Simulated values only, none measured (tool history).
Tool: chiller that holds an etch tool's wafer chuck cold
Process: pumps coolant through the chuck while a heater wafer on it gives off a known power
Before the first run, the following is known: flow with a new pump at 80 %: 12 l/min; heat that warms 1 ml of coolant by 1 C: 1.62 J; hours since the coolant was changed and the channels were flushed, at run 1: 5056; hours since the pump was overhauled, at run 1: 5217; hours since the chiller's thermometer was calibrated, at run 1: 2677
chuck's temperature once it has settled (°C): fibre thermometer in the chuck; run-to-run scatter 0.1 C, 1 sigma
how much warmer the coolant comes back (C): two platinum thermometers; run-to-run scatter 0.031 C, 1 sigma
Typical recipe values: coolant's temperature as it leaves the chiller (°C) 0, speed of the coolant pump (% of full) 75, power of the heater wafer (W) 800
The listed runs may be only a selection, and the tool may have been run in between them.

run,hour,coolant's temperature as it leaves the chiller (°C),speed of the coolant pump (% of full),power of the heater wafer (W),hours since the coolant was changed and the channels were flushed,hours since the pump was overhauled,hours since the chiller's thermometer was calibrated,chuck's temperature once it has settled (°C),how much warmer the coolant comes back (C)
1,0.0,0,75,800,5056,5217,2677,9.6,2.82
2,140.6,0,75,800,5197,5357,2818,9.6,2.83
3,215.6,4,75,800,5272,5432,2893,13.7,2.85
4,399.5,4,75,416,5456,5616,3077,8.8,1.41
5,474.2,0,89,800,5531,5691,3151,8.5,2.44
6,624.5,0,75,800,5681,5841,3302,9.9,2.87
7,716.6,0,81,800,5773,5933,3394,9.1,2.67
8,901.4,0,81,800,5958,6118,3578,9.2,2.62
# hour 919.0: coolant changed, channels flushed
# hour 937.3: chiller's thermometer calibrated
9,1048.9,0,81,800,129,6259,112,8.3,2.67
10,1212.4,0,81,800,292,6422,275,8.6,2.62
11,1364.5,0,70,984,444,6574,427,11.6,3.74
12,1510.3,1,77,465,590,6720,573,6.1,1.61

Estimate the outcome of run 13 from the log above:
13,1658.2,1,77,465,738,6868,721,?,?

For run 13 the tool returned chuck's temperature once it has settled (°C) 6.3, how much warmer the coolant comes back (C) 1.64.
Were there no unlogged condition in the tool, this run, its random variation unchanged, would have produced chuck's temperature once it has settled (°C) 5.9, how much warmer the coolant comes back (C) 1.49.

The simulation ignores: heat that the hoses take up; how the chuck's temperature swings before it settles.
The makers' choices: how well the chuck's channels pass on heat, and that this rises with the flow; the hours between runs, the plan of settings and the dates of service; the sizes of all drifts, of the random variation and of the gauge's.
